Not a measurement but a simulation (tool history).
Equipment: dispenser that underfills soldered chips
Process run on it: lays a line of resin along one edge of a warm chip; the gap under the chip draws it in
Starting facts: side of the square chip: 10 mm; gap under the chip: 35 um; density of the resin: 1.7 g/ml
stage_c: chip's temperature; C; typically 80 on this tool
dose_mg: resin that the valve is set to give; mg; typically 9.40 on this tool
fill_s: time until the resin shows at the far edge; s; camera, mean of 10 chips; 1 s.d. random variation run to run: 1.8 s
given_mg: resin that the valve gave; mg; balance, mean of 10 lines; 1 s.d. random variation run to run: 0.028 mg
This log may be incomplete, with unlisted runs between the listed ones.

run	hour	stage_c	dose_mg	fill_s	given_mg
1	0.0	80	9.40	180.2	9.08
2	3.6	80	9.40	215.9	9.02
3	8.2	80	9.40	272.9	8.95
# hour 10.3: new syringe of resin
4	11.8	80	9.40	190.9	9.00
5	14.4	80	9.40	224.6	9.01
6	17.4	80	9.40	257.5	9.00
# hour 20.7: new syringe of resin
7	22.0	80	9.40	192.2	8.95
8	24.2	80	8.13	222.2	7.75
9	29.0	80	8.13	285.8	7.73
# hour 31.2: new syringe of resin
10	33.2	80	8.13	207.4	7.69
11	36.8	75	8.13	308.3	7.74
12	40.9	74	11.78	385.2	11.17
# hour 41.5: new syringe of resin
13	45.9	87	11.69	164.0	11.08
14	48.3	77	11.19	288.0	10.55
15	51.3	77	11.19	338.1	10.53
# hour 51.8: new syringe of resin
16	56.0	77	9.40	250.5	8.89
17	60.8	77	9.40	318.6	8.85
# hour 62.4: new syringe of resin
18	64.0	78	11.75	202.9	11.07
19	67.4	78	11.75	236.8	11.05
20	71.5	78	11.75	300.1	10.93

Pick out some run-to-run changes in fill_s. Of each, how much would a tool without hidden state show as well, from the settings, what came in and chance, and how much is left for the hidden state and any gauge scatter not in both results compared?
Hidden conditions of the tool in this case: resin's viscosity, % of fresh resin's; dose that the valve gives, % of what is set; true chip temperature over the reading, C; drift of the gauge itself on fill_s, %; drift of the gauge itself on given_mg, %.
Run 12 -> 13: stage_c 74 -> 87, dose_mg 11.78 -> 11.69, new syringe of resin. fill_s -221.2 s: hidden state -116.7, all else -104.5.
Run 13 -> 14: stage_c 87 -> 77, dose_mg 11.69 -> 11.19. fill_s +124.0 s: hidden state +51.9, all else +72.1.
Run 17 -> 18: stage_c 77 -> 78, dose_mg 9.40 -> 11.75, new syringe of resin. fill_s -115.7 s: hidden state -103.7, all else -12.0.
